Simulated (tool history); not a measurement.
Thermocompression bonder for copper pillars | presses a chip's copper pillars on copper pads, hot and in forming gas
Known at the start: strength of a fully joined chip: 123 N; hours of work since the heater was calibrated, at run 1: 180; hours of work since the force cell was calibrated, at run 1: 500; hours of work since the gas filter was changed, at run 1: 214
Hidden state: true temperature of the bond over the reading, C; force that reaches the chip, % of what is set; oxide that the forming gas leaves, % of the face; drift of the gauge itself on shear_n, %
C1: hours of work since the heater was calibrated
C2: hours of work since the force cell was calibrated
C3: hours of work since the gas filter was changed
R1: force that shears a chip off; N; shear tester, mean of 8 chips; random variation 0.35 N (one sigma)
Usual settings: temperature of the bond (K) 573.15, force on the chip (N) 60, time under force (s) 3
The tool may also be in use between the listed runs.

Run 1, hour 0: usual settings; C1 180; C2 500; C3 214. Result: R1 56.6 N.
Run 2, hour 12.6: usual settings; C1 186; C2 505; C3 220. Result: R1 55.7 N.
Run 3, hour 35: usual settings but temperature of the bond (K) 594.15; C1 196; C2 516; C3 230. Result: R1 67.9 N.
Run 4, hour 65: usual settings but temperature of the bond (K) 594.15; C1 210; C2 529; C3 244. Result: R1 68 N.
Run 5, hour 89: usual settings but force on the chip (N) 67; C1 221; C2 540; C3 255. Result: R1 61.1 N.
Run 6, hour 110.9: usual settings but force on the chip (N) 67; C1 231; C2 550; C3 265. Result: R1 61.1 N.
Run 7, hour 139: usual settings but force on the chip (N) 67; C1 244; C2 563; C3 278. Result: R1 61 N.
Run 8, hour 156.9: usual settings but force on the chip (N) 67; C1 252; C2 571; C3 286. Result: R1 60.8 N.
Run 9, hour 178.5: usual settings but force on the chip (N) 67; C1 262; C2 581; C3 296. Result: R1 60.6 N.
Run 10, hour 208.1: usual settings; C1 275; C2 595; C3 309. Result: R1 55.1 N.
At hour 212.2: force cell calibrated.
Run 11, hour 237.9: usual settings; C1 288; C2 12; C3 322. Result: R1 54.6 N.
Run 12, hour 258.8: usual settings; C1 298; C2 21; C3 332. Result: R1 54.8 N.
At hour 263: force cell calibrated, once more.
Run 13, hour 276.2: usual settings; C1 305; C2 6; C3 339. Result: R1 57.8 N.
Run 14, hour 295.6: usual settings; C1 314; C2 15; C3 348. Result: R1 57 N.
Run 15, hour 311.9: usual settings; C1 321; C2 22; C3 355. Result: R1 56.6 N.
Run 16, hour 327.4: usual settings but time under force (s) 2; C1 328; C2 29; C3 362. Result: R1 49.1 N.
Run 17, hour 356.2: usual settings but time under force (s) 2; C1 341; C2 43; C3 375. Result: R1 49.5 N.
Run 18, hour 372.3: usual settings but temperature of the bond (K) 561.15, time under force (s) 2; C1 349; C2 50; C3 383. Result: R1 43.1 N.
Run 19, hour 398.3: usual settings but temperature of the bond (K) 561.15, time under force (s) 2; C1 360; C2 62; C3 395. Result: R1 43.1 N.
Run 20, hour 413.2: usual settings but temperature of the bond (K) 561.15, time under force (s) 2; C1 367; C2 69; C3 401. Result: R1 43.1 N.
Run 21, hour 444.4: usual settings but temperature of the bond (K) 561.15, time under force (s) 2; C1 382; C2 83; C3 416. Result: R1 42.8 N.
Run 22, hour 467.3: usual settings but temperature of the bond (K) 565.15; C1 392; C2 93; C3 426. Result: R1 52.1 N.
At hour 480.2: forming gas filter changed.
Run 23, hour 493.3: usual settings but temperature of the bond (K) 565.15; C1 404; C2 105; C3 6. Result: R1 58 N.
Run 24, hour 521: usual settings but temperature of the bond (K) 565.15; C1 416; C2 118; C3 19. Result: R1 59 N.
Run 25, hour 540.4: usual settings but temperature of the bond (K) 565.15; C1 425; C2 126; C3 27. Result: R1 58.4 N.
Run 26, hour 557.6: usual settings but force on the chip (N) 72; C1 433; C2 134; C3 35. Result: R1 73 N.
Run 27, hour 571.5: usual settings but force on the chip (N) 51, time under force (s) 7; C1 439; C2 141; C3 42. Result: R1 72.8 N.
Run 28, hour 587.8: usual settings but temperature of the bond (K) 597.15, force on the chip (N) 51, time under force (s) 2; C1 447; C2 148; C3 49. Result: R1 60.2 N.
Run 29, hour 603.1: usual settings but temperature of the bond (K) 565.15, force on the chip (N) 36; C1 454; C2 155; C3 56. Result: R1 36 N.
Run 30, hour 624: usual settings but force on the chip (N) 49; C1 463; C2 165; C3 66. Result: R1 53.1 N.
Run 31, hour 647.1: usual settings but force on the chip (N) 81; C1 474; C2 175; C3 76. Result: R1 79 N.
Run 32, hour 671.6: usual settings but temperature of the bond (K) 558.15, time under force (s) 2; C1 485; C2 186; C3 87. Result: R1 46.3 N.
Run 33, hour 689.4: usual settings but temperature of the bond (K) 584.15, time under force (s) 9; C1 493; C2 194; C3 95. Result: R1 92.9 N.

Forecast each of these 4 alternatives for the next run:
Run A, hour 719: usual settings but temperature of the bond (K) 558.15, force on the chip (N) 55, time under force (s) 4; C1 507; C2 208; C3 109. Result: R1 ?.
Run B, hour 719: usual settings but temperature of the bond (K) 546.15; C1 507; C2 208; C3 109. Result: R1 ?.
Run C, hour 719: usual settings but temperature of the bond (K) 587.15, force on the chip (N) 86, time under force (s) 4; C1 507; C2 208; C3 109. Result: R1 ?.
Run D, hour 719: usual settings but temperature of the bond (K) 584.15, force on the chip (N) 88, time under force (s) 9; C1 507; C2 208; C3 109. Result: R1 ?.

run     R1
  A   55.6
  B   46.8
  C   95.1
  D  107.9
Without the tool's hidden state the same runs would have given:
run     R1
  A   52.1
  B   43.3
  C   93.2
  D  107.7

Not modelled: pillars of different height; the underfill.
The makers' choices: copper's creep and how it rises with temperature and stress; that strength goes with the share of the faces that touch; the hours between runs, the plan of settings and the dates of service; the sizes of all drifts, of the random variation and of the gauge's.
